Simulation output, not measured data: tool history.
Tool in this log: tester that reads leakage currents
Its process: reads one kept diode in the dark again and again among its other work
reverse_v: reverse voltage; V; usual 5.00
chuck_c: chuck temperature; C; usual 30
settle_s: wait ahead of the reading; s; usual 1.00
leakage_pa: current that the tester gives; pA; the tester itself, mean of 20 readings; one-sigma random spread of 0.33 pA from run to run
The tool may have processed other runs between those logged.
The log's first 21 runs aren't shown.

Run 22, hour 3477.4: usual settings but chuck_c 28 C. Result: leakage_pa 105.26 pA.
At hour 3502.6: chuck's temperature calibrated.
Run 23, hour 3630.9: usual settings but reverse_v 3.32 V, chuck_c 58 C, settle_s 1.03 s. Result: leakage_pa 616.55 pA.
Run 24, hour 3814.9: usual settings but reverse_v 2.09 V, chuck_c 33 C, settle_s 0.64 s. Result: leakage_pa 87.54 pA.
Run 25, hour 3971.7: usual settings but reverse_v 2.65 V, chuck_c 35 C, settle_s 1.82 s. Result: leakage_pa 117.01 pA.
Run 26, hour 4194.9: usual settings but reverse_v 2.65 V, chuck_c 35 C, settle_s 1.82 s. Result: leakage_pa 118.43 pA.
Run 27, hour 4381.6: usual settings but reverse_v 2.65 V, chuck_c 40 C, settle_s 1.82 s. Result: leakage_pa 171.84 pA.
At hour 4536.3: chuck's temperature calibrated.
Run 28, hour 4621.7: usual settings but reverse_v 6.40 V, chuck_c 26 C, settle_s 1.46 s. Result: leakage_pa 102.76 pA.
Run 29, hour 4757.4: usual settings but reverse_v 6.40 V, chuck_c 26 C, settle_s 1.46 s. Result: leakage_pa 104.24 pA.
At hour 4885.0: probe card cleaned and baked.
Run 30, hour 4940.1: usual settings but reverse_v 6.40 V, chuck_c 26 C, settle_s 1.46 s. Result: leakage_pa 95.01 pA.
Run 31, hour 5135.1: usual settings but reverse_v 7.43 V, chuck_c 26 C, settle_s 0.85 s. Result: leakage_pa 105.46 pA.
Run 32, hour 5342.7: usual settings but reverse_v 7.43 V, chuck_c 26 C, settle_s 0.85 s. Result: leakage_pa 107.57 pA.

Run 33 is up next; what results do you expect?
Run 33, hour 5511.0: usual settings but reverse_v 7.55 V, chuck_c 42 C, settle_s 1.88 s. Result: leakage_pa ?.

{"run 33": {"leakage_pa": 351.12}}
On a tool with no hidden condition, and with the same random variation, this run would have come out at leakage_pa 332.21 pA.
